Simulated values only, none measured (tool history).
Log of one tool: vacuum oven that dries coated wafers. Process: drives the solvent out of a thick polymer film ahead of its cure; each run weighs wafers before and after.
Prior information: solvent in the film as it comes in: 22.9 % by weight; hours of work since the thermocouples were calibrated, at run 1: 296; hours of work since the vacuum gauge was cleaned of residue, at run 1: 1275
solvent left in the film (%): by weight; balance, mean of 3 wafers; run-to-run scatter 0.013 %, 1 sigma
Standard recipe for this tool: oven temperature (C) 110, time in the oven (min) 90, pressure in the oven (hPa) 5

run    hour  oven temperature (C)  time in the oven (min)  pressure in the oven (hPa)  hours of work since the thermocouples were calibrated  hours of work since the vacuum gauge was cleaned of residue  solvent left in the film (%)
  1       0                   110                      90                           5                                                    296                                                         1275                          4.74
  2    94.4                   110                      90                           5                                                    341                                                         1320                          4.74
  3   166.3                   110                      90                           5                                                    376                                                         1355                          4.68
      204.7  -- vacuum gauge cleaned of residue and calibrated
  4   226.7                   110                      90                           5                                                    404                                                           11                          4.64
  5   322.6                   109                      90                           5                                                    450                                                           57                          4.89
  6   366.7                   110                      90                           5                                                    471                                                           78                          4.63
  7   465.2                   110                     123                           5                                                    519                                                          125                          2.87
  8   529.3                   110                     123                           5                                                    550                                                          156                          2.86
  9   601.2                   110                      90                           5                                                    584                                                          191                          4.61
 10   699.7                   110                      53                           5                                                    632                                                          238                          8.12
 11   768.7                   110                      53                           5                                                    665                                                          271                          8.12
 12   842.4                   110                      53                           5                                                    700                                                          307                          8.09
 13   908.3                   110                      53                           5                                                    732                                                          338                          8.11
 14   974.4                   121                      53                           5                                                    764                                                          370                           5.3
      987.7  -- oven's thermocouples calibrated
 15  1065.9                   110                      90                           5                                                     38                                                          413                          4.66
 16  1145.2                   110                      90                           5                                                     76                                                          451                          4.64
 17  1210.9                   110                      90                        2.67                                                    107                                                          483                          4.56
 18  1308.6                   110                      90                        2.67                                                    154                                                          530                          4.51
 19  1354.2                   110                      90                        2.67                                                    176                                                          552                          4.52
 20  1443.1                   110                      90                        2.67                                                    219                                                          595                          4.52
 21  1495.8                    97                     118                        2.67                                                    244                                                          620                          6.13
 22  1580.6                    97                     118                        2.67                                                    285                                                          661                          6.13
 23  1621.4                   110                     125                        2.61                                                    305                                                          680                          2.62
 24  1686.7                   105                      64                       18.43                                                    336                                                          712                          8.76
 25    1748                   114                      46                           5                                                    366                                                          741                          8.03
 26  1844.1                   102                      68                        3.97                                                    412                                                          788                          8.49
 27  1908.7                   100                      90                           5                                                    443                                                          819                          7.21
 28  1980.2                   100                      90                           5                                                    477                                                          853                          7.19
 29  2033.3                   121                      47                           5                                                    503                                                          879                          6.09
 30  2118.2                   120                     106                           5                                                    544                                                          919                          1.76
 31  2186.7                   120                     106                           5                                                    577                                                          952                          1.74
 32  2286.8                   103                      90                           5                                                    625                                                         1001                          6.33
 33  2344.8                   110                      78                           5                                                    653                                                         1028                          5.46
 34  2442.3                   100                      90                           5                                                    700                                                         1075                          7.17
 35  2508.6                    96                     100                           5                                                    732                                                         1107                          7.58
 36  2565.3                    96                     124                           5                                                    759                                                         1134                          6.14
     2585.6  -- oven's thermocouples calibrated
 37    2613                   119                     124                        6.44                                                     13                                                         1156                          1.44

Hidden state at the last listed run before each entry between runs and at the first one after, where it differs:
Between runs 3 and 4: vacuum gauge cleaned of residue and calibrated (hour 204.7)
  true wafer temperature over the reading, C: 0.25 -> 0.28; true pressure over the reading, kPa: 0.149 -> 0.011
  measured less the result without the state, solvent left in the film (%): +0.01 -> -0.06
Between runs 14 and 15: oven's thermocouples calibrated (hour 987.7)
  true wafer temperature over the reading, C: 0.64 -> 0.32; true pressure over the reading, kPa: 0.053 -> 0.057
  measured less the result without the state, solvent left in the film (%): -0.14 -> -0.05
Between runs 36 and 37: oven's thermocouples calibrated (hour 2585.6)
  true wafer temperature over the reading, C: 1.04 -> 0.72; true pressure over the reading, kPa: 0.14 -> 0.143
  measured less the result without the state, solvent left in the film (%): -0.19 -> -0.03
